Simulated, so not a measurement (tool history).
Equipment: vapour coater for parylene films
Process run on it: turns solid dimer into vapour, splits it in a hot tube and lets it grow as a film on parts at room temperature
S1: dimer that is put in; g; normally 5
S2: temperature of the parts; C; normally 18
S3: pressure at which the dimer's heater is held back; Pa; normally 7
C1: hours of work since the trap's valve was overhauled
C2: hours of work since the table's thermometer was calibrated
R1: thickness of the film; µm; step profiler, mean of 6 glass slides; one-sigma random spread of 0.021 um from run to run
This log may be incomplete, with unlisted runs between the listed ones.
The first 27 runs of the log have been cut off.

| run | hour | S1 | S2 | S3 | C1 | C2 | R1 |
|---|---|---|---|---|---|---|---|
| 28 | 1333.4 | 3 | 19 | 4.51 | 244 | 1332 | 1.85 |
| 29 | 1384.4 | 5 | 27 | 4.51 | 289 | 1377 | 2.09 |
| 30 | 1431.2 | 5 | 18 | 9.24 | 331 | 1419 | 2.87 |
| 31 | 1485.1 | 5 | 26 | 7 | 379 | 1467 | 2.03 |
| 32 | 1546.2 | 7 | 18 | 2.82 | 434 | 1522 | 4.71 |
| 33 | 1593.8 | 5 | 18 | 7.44 | 476 | 1564 | 2.89 |
|  | 1629.6 | trap's valve overhauled |
| 34 | 1650.4 | 5 | 18 | 7.44 | 19 | 1611 | 3.17 |
| 35 | 1696.7 | 6 | 18 | 2.14 | 60 | 1652 | 4.52 |
| 36 | 1738.7 | 3 | 18 | 7 | 97 | 1690 | 1.86 |
| 37 | 1800.9 | 3 | 18 | 7 | 153 | 1745 | 1.82 |
| 38 | 1857.8 | 3 | 18 | 7 | 204 | 1796 | 1.83 |
| 39 | 1909.2 | 3 | 13 | 7 | 250 | 1842 | 2.32 |
| 40 | 1970.3 | 2 | 19 | 6.59 | 304 | 1897 | 1.14 |
| 41 | 2014.7 | 7 | 18 | 6.59 | 344 | 1936 | 4.22 |
| 42 | 2052.9 | 8 | 20 | 2.71 | 378 | 1970 | 4.97 |
| 43 | 2108.5 | 4 | 17 | 9.66 | 428 | 2020 | 2.35 |
| 44 | 2174 | 3 | 22 | 3.85 | 486 | 2078 | 1.55 |
|  | 2198.8 | trap's valve overhauled |
| 45 | 2247.6 | 5 | 11 | 11.23 | 44 | 2141 | 4.03 |
| 46 | 2319.4 | 7 | 15 | 3.71 | 108 | 2205 | 5.46 |

What if the next run were any one of these 3? Each begins from the tool's condition after run 46:
| A | 2371.4 | 4 | 23 | 11.85 | 154 | 2251 | ? |
| B | 2371.4 | 5 | 25 | 7.76 | 154 | 2251 | ? |
| C | 2371.4 | 2 | 20 | 7 | 154 | 2251 | ? |

| run | R1 |
|---|---|
| A | 1.77 |
| B | 2.16 |
| C | 1.11 |
Take away the tool's hidden state, keep each run's random variation, and the runs would have read:
| run | R1 |
|---|---|
| A | 1.89 |
| B | 2.3 |
| C | 1.19 |

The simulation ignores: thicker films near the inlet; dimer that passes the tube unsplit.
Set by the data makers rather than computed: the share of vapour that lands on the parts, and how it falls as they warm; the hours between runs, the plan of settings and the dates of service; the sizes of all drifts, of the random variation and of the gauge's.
